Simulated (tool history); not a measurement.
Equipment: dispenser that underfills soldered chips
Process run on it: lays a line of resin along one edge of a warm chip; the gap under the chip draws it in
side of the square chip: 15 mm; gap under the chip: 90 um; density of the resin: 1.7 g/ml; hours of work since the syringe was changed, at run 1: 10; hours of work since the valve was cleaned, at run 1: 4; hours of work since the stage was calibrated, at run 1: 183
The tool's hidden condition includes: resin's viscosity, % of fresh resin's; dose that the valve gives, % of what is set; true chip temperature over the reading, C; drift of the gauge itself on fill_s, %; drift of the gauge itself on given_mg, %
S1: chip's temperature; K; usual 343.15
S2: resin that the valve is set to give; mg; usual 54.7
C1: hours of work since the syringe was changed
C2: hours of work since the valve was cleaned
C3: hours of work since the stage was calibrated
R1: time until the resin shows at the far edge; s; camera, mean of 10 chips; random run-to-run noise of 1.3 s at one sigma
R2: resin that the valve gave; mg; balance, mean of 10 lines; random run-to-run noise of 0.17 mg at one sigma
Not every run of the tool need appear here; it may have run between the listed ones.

run,hour,S1,S2,C1,C2,C3,R1,R2
1,0,343.15,54.7,10,4,183,236.4,54.19
# hour 2.9: new syringe of resin
2,9.6,343.15,54.7,5,11,190,163.9,54.3
# hour 20: new syringe of resin
3,21.4,343.15,54.7,1,19,198,133.3,54.13
4,30,343.15,54.7,7,25,204,189.5,53.92
# hour 37.6: new syringe of resin
5,42.1,343.15,54.7,3,34,212,152.8,53.21
6,53,343.15,63.8,11,42,220,247.3,61.91
# hour 55.2: new syringe of resin
7,62.7,335.15,63.8,5,48,227,230.9,61.74
8,69,332.15,60.7,10,53,232,348.1,58.4
# hour 72.4: new syringe of resin
9,79,332.15,60.7,5,60,238,250.9,58.32
10,84.5,335.15,47.4,9,64,242,301.2,45.22
# hour 89.7: new syringe of resin
11,92.2,335.15,69.7,2,69,248,184.3,66.34
12,103.2,356.15,54.2,10,77,255,141.6,51.28
# hour 107.3: new syringe of resin
13,112.7,337.15,51.3,4,83,262,198.2,48.41
14,119.9,354.15,57.3,9,89,267,141.8,53.92

Some steps in R1 between neighbouring runs. How much of each would the tool show without its hidden state too (settings, what came in, random variation), and how much is left for the hidden state, with any gauge scatter that isn't in both results?
Run 7 -> 8: S1 335.15 -> 332.15, S2 63.8 -> 60.7. R1 +117.2 s: hidden state +92.1, all else +25.1.
Run 10 -> 11: S2 47.4 -> 69.7, new syringe of resin. R1 -116.9 s: hidden state -106.1, all else -10.8.
